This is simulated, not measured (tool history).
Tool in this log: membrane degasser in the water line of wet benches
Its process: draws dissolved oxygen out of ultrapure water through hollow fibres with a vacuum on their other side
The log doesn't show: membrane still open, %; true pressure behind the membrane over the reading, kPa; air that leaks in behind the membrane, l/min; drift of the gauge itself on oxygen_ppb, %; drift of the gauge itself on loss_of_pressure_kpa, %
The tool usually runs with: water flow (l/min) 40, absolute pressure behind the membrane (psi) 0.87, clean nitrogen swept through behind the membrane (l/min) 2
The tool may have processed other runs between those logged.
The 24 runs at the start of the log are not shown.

| run | hour | water flow (l/min) | absolute pressure behind the membrane (psi) | clean nitrogen swept through behind the membrane (l/min) | hours since the membrane was changed | hours since the vacuum gauge was calibrated | hours since the vacuum lines were made tight | dissolved oxygen in the water behind the degasser (ppb) | pressure that the water loses in the fibres (psi) |
|---|---|---|---|---|---|---|---|---|---|
| 25 | 2397.7 | 42 | 1.314 | 2 | 3863 | 3583 | 3295 | 374.5 | 4.379 |
| 26 | 2527.8 | 42 | 1.314 | 2 | 3994 | 3713 | 3425 | 370.8 | 4.437 |
| 27 | 2651.1 | 42 | 1.314 | 2 | 4117 | 3837 | 3548 | 370.3 | 4.476 |
| 28 | 2744.8 | 28 | 0.795 | 0.89 | 4211 | 3930 | 3642 | 186.2 | 2.973 |
| 29 | 2856.6 | 28 | 0.795 | 0.82 | 4322 | 4042 | 3754 | 193.7 | 2.969 |
| 30 | 2973.5 | 38 | 1.434 | 4.79 | 4439 | 4159 | 3871 | 208.9 | 4.029 |
| 31 | 3069.8 | 51 | 0.87 | 2.84 | 4536 | 4255 | 3967 | 298.7 | 5.342 |
| 32 | 3138.1 | 41 | 0.983 | 1.54 | 4604 | 4324 | 4035 | 313 | 4.351 |

Predict each of these 4 candidate next runs independently; none follows another, all start after run 32:
| A | 3277.4 | 40 | 1.123 | 1.03 | 4743 | 4463 | 4175 | ? | ? |
| B | 3277.4 | 35 | 0.87 | 2 | 4743 | 4463 | 4175 | ? | ? |
| C | 3277.4 | 27 | 1.118 | 2.76 | 4743 | 4463 | 4175 | ? | ? |
| D | 3277.4 | 58 | 0.999 | 4.65 | 4743 | 4463 | 4175 | ? | ? |

| run | dissolved oxygen in the water behind the degasser (ppb) | pressure that the water loses in the fibres (psi) |
|---|---|---|
| A | 442.2 | 4.221 |
| B | 175.9 | 3.701 |
| C | 131.7 | 2.878 |
| D | 362.5 | 6.18 |
Had the tool no hidden state, the same runs would have come out as:
| run | dissolved oxygen in the water behind the degasser (ppb) | pressure that the water loses in the fibres (psi) |
|---|---|---|
| A | 422.1 | 4.119 |
| B | 162.8 | 3.613 |
| C | 124.2 | 2.809 |
| D | 337.6 | 6.034 |
